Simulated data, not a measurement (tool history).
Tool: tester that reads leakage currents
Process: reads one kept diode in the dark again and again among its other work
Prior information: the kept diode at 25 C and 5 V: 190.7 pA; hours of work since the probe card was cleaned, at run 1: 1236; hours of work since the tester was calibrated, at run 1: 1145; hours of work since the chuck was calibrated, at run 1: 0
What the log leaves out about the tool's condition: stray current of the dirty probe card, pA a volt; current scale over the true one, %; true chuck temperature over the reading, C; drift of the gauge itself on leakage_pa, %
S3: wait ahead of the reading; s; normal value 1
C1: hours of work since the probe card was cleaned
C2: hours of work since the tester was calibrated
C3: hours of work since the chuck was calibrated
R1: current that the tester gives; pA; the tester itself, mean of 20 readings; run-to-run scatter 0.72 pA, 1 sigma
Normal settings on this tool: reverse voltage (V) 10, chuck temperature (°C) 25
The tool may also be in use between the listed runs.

run 1 hour=0 | reverse_voltage_(V)=10 chuck_temperature_(°C)=25 S3=1 | C1=1236 C2=1145 C3=0 | R1=239.44
run 2 hour=50.3 | reverse_voltage_(V)=3 chuck_temperature_(°C)=25 S3=1 | C1=1276 C2=1184 C3=40 | R1=163.85
run 3 hour=89.8 | reverse_voltage_(V)=3 chuck_temperature_(°C)=25 S3=1 | C1=1307 C2=1216 C3=71 | R1=164
run 4 hour=157.7 | reverse_voltage_(V)=3 chuck_temperature_(°C)=25 S3=1 | C1=1361 C2=1269 C3=125 | R1=163.49
run 5 hour=220.3 | reverse_voltage_(V)=15.9 chuck_temperature_(°C)=25 S3=1 | C1=1411 C2=1319 C3=174 | R1=277.77
run 6 hour=293.9 | reverse_voltage_(V)=15.9 chuck_temperature_(°C)=25 S3=1 | C1=1469 C2=1377 C3=232 | R1=279.32
run 7 hour=351.5 | reverse_voltage_(V)=10 chuck_temperature_(°C)=25 S3=1 | C1=1514 C2=1423 C3=278 | R1=240.38
run 8 hour=400.8 | reverse_voltage_(V)=2 chuck_temperature_(°C)=49 S3=1.04 | C1=1553 C2=1461 C3=317 | R1=782.73
run 9 hour=451.2 | reverse_voltage_(V)=12.6 chuck_temperature_(°C)=33 S3=3.42 | C1=1593 C2=1501 C3=357 | R1=461.61
run 10 hour=519.8 | reverse_voltage_(V)=3 chuck_temperature_(°C)=33 S3=3.42 | C1=1647 C2=1556 C3=411 | R1=294.62
run 11 hour=558 | reverse_voltage_(V)=1.8 chuck_temperature_(°C)=25 S3=0.46 | C1=1677 C2=1586 C3=441 | R1=139.89
run 12 hour=629.2 | reverse_voltage_(V)=2.2 chuck_temperature_(°C)=43 S3=2.46 | C1=1734 C2=1642 C3=497 | R1=537.6
run 13 hour=668.6 | reverse_voltage_(V)=2.2 chuck_temperature_(°C)=34 S3=2.46 | C1=1765 C2=1673 C3=528 | R1=288.46

Alternative continuations, all from the tool just after run 13; predict every row:
run A hour=732.3 | reverse_voltage_(V)=6.7 chuck_temperature_(°C)=38 S3=0.34 | C1=1815 C2=1723 C3=579 | R1=?
run B hour=732.3 | reverse_voltage_(V)=10 chuck_temperature_(°C)=42 S3=3.13 | C1=1815 C2=1723 C3=579 | R1=?
run C hour=732.3 | reverse_voltage_(V)=6.7 chuck_temperature_(°C)=25 S3=2.3 | C1=1815 C2=1723 C3=579 | R1=?
run D hour=732.3 | reverse_voltage_(V)=1.1 chuck_temperature_(°C)=35 S3=0.68 | C1=1815 C2=1723 C3=579 | R1=?
run E hour=732.3 | reverse_voltage_(V)=15.7 chuck_temperature_(°C)=34 S3=2.46 | C1=1815 C2=1723 C3=579 | R1=?

run=A R1=547.55
run=B R1=814.1
run=C R1=210.1
run=D R1=250.28
run=E R1=535.49
Stripped of hidden state, with their random variation kept, the same runs would have yielded:
run=A R1=547.71
run=B R1=814.34
run=C R1=210.13
run=D R1=250.38
run=E R1=535.56
